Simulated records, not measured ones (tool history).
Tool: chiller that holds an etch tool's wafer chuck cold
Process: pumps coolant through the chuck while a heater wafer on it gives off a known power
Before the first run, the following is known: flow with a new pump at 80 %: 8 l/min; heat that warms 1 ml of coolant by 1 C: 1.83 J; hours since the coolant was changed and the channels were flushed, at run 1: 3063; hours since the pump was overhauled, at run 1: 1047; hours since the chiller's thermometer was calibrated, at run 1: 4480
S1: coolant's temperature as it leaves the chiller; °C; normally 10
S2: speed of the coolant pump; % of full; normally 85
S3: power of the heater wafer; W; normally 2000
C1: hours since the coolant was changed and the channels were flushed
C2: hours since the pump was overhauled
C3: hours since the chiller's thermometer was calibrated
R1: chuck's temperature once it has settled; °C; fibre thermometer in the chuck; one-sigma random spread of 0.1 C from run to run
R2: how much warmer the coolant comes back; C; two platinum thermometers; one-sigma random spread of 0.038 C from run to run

run	hour	S1	S2	S3	C1	C2	C3	R1	R2
1	0.0	10	85	2000	3063	1047	4480	24.5	7.67
2	49.2	10	85	2000	3113	1096	4529	24.2	7.73
3	87.7	10	85	1621	3151	1135	4568	21.7	6.28
4	163.0	10	85	1621	3226	1210	4643	21.8	6.27
5	235.7	10	66	2000	3299	1283	4716	26.8	9.80
6	280.6	10	66	1994	3344	1328	4761	26.8	9.81
7	356.7	10	66	1994	3420	1404	4837	26.7	9.81
8	430.0	10	85	2143	3493	1477	4910	25.5	8.30
# hour 472.0: chiller's thermometer calibrated
9	475.3	10	85	2000	3538	1521	3	24.4	7.73
10	551.1	10	85	2000	3614	1597	79	24.3	7.66
11	618.4	19	79	2000	3681	1664	146	34.0	8.28
12	661.0	19	78	2724	3723	1707	189	39.8	11.46
13	740.4	2	85	1686	3803	1786	268	14.1	6.50
14	814.6	2	85	1686	3877	1861	343	14.1	6.47
15	857.5	13	85	1214	3920	1904	385	21.7	4.69
16	919.6	17	74	1218	3982	1966	448	26.5	5.37
17	961.8	17	85	2080	4024	2008	490	31.9	8.03
18	1022.5	13	64	1750	4085	2069	550	28.1	8.87
19	1054.8	13	64	1750	4117	2101	583	28.0	8.86
20	1097.0	10	61	1896	4159	2143	625	26.9	10.14

Consider 5 possible next runs. They are alternatives, not a sequence: every one starts from the tool as it was left by run 20. What does each give?
A	1144.2	10	79	2000	4207	2190	672	?	?
B	1144.2	10	81	2000	4207	2190	672	?	?
C	1144.2	10	79	1144	4207	2190	672	?	?
D	1144.2	9	96	1560	4207	2190	672	?	?
E	1144.2	10	61	2117	4207	2190	672	?	?

run	R1	R2
A	25.0	8.28
B	24.8	8.10
C	18.6	4.69
D	19.4	5.30
E	28.5	11.39
With no hidden state in the tool, these same runs would have given:
run	R1	R2
A	25.0	8.27
B	24.7	8.09
C	18.6	4.69
D	19.4	5.30
E	28.5	11.39

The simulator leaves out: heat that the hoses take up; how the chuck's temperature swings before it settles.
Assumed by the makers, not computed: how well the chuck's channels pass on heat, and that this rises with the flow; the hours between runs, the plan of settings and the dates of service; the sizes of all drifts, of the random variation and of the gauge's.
